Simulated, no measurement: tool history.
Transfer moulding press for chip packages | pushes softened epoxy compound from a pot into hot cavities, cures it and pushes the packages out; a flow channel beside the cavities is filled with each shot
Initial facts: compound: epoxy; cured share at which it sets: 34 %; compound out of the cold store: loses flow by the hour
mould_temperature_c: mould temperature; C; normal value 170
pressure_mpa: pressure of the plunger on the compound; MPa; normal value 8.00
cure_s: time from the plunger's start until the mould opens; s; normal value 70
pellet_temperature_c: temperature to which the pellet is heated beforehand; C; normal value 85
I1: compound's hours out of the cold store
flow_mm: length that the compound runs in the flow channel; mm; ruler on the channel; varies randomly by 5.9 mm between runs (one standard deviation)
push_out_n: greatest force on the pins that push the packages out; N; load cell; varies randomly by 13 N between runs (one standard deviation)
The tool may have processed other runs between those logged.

Run 1, hour 0.0: usual settings; I1 45.6. Result: flow_mm 568 mm, push_out_n 854 N.
At hour 10.3: cavities cleaned with cleaning compound and waxed.
Run 2, hour 41.4: usual settings; I1 16.4. Result: flow_mm 645 mm, push_out_n 1058 N.
At hour 61.9: cavities cleaned with cleaning compound and waxed.
At hour 69.7: plunger's sealing rings changed.
Run 3, hour 91.4: usual settings; I1 15.5. Result: flow_mm 692 mm, push_out_n 847 N.
At hour 113.1: cavities cleaned with cleaning compound and waxed.
Run 4, hour 133.3: usual settings; I1 17.2. Result: flow_mm 666 mm, push_out_n 814 N.
At hour 165.4: cavities cleaned with cleaning compound and waxed.
Run 5, hour 175.7: usual settings; I1 37.6. Result: flow_mm 607 mm, push_out_n 684 N.
At hour 213.8: cavities cleaned with cleaning compound and waxed.
Run 6, hour 219.9: usual settings; I1 17.9. Result: flow_mm 668 mm, push_out_n 671 N.
At hour 263.9: cavities cleaned with cleaning compound and waxed.
Run 7, hour 279.1: usual settings but pellet_temperature_c 90 C; I1 36.1. Result: flow_mm 605 mm, push_out_n 687 N.
At hour 315.0: cavities cleaned with cleaning compound and waxed.
Run 8, hour 316.0: usual settings but pellet_temperature_c 77 C; I1 20.9. Result: flow_mm 650 mm, push_out_n 626 N.
Run 9, hour 358.9: usual settings but pellet_temperature_c 77 C; I1 33.4. Result: flow_mm 609 mm, push_out_n 883 N.
At hour 364.5: cavities cleaned with cleaning compound and waxed.
At hour 370.2: cavities cleaned with cleaning compound and waxed, once more.
Run 10, hour 392.5: usual settings but mould_temperature_c 166 C, pressure_mpa 6.79 MPa, cure_s 98 s; I1 44.8. Result: flow_mm 524 mm, push_out_n 517 N.
At hour 419.2: cavities cleaned with cleaning compound and waxed.
Run 11, hour 419.2: usual settings but cure_s 90 s, pellet_temperature_c 82 C; I1 36.0. Result: flow_mm 588 mm, push_out_n 392 N.
At hour 432.7: plunger's sealing rings changed.
At hour 470.9: cavities cleaned with cleaning compound and waxed.
Run 12, hour 478.7: usual settings but mould_temperature_c 175 C, pressure_mpa 9.84 MPa, cure_s 68 s, pellet_temperature_c 92 C; I1 37.1. Result: flow_mm 683 mm, push_out_n 468 N.
At hour 523.4: cavities cleaned with cleaning compound and waxed.
Run 13, hour 534.1: usual settings but pellet_temperature_c 84 C; I1 22.5. Result: flow_mm 651 mm, push_out_n 693 N.
Run 14, hour 561.5: usual settings but mould_temperature_c 171 C, pressure_mpa 6.26 MPa, pellet_temperature_c 84 C; I1 33.1. Result: flow_mm 547 mm, push_out_n 778 N.
At hour 573.7: cavities cleaned with cleaning compound and waxed.
At hour 609.1: mould's thermocouples calibrated.
At hour 625.0: cavities cleaned with cleaning compound and waxed.
Run 15, hour 625.4: usual settings but mould_temperature_c 171 C, pressure_mpa 6.26 MPa, cure_s 97 s, pellet_temperature_c 84 C; I1 8.2. Result: flow_mm 615 mm, push_out_n 377 N.

Forecast each of these 3 alternatives for the next run:
Run A, hour 655.8: usual settings but mould_temperature_c 171 C, pressure_mpa 6.26 MPa, cure_s 64 s, pellet_temperature_c 87 C; I1 37.5. Result: flow_mm ?, push_out_n ?.
Run B, hour 655.8: usual settings but mould_temperature_c 163 C, pellet_temperature_c 79 C; I1 23.6. Result: flow_mm ?, push_out_n ?.
Run C, hour 655.8: usual settings but mould_temperature_c 171 C, pressure_mpa 6.26 MPa, cure_s 64 s, pellet_temperature_c 76 C; I1 19.1. Result: flow_mm ?, push_out_n ?.

run  flow_mm  push_out_n
  A      530         906
  B      660        1432
  C      578        1082
With no hidden state in the tool, these same runs would have given:
run  flow_mm  push_out_n
  A      550         665
  B      684        1051
  C      600         797
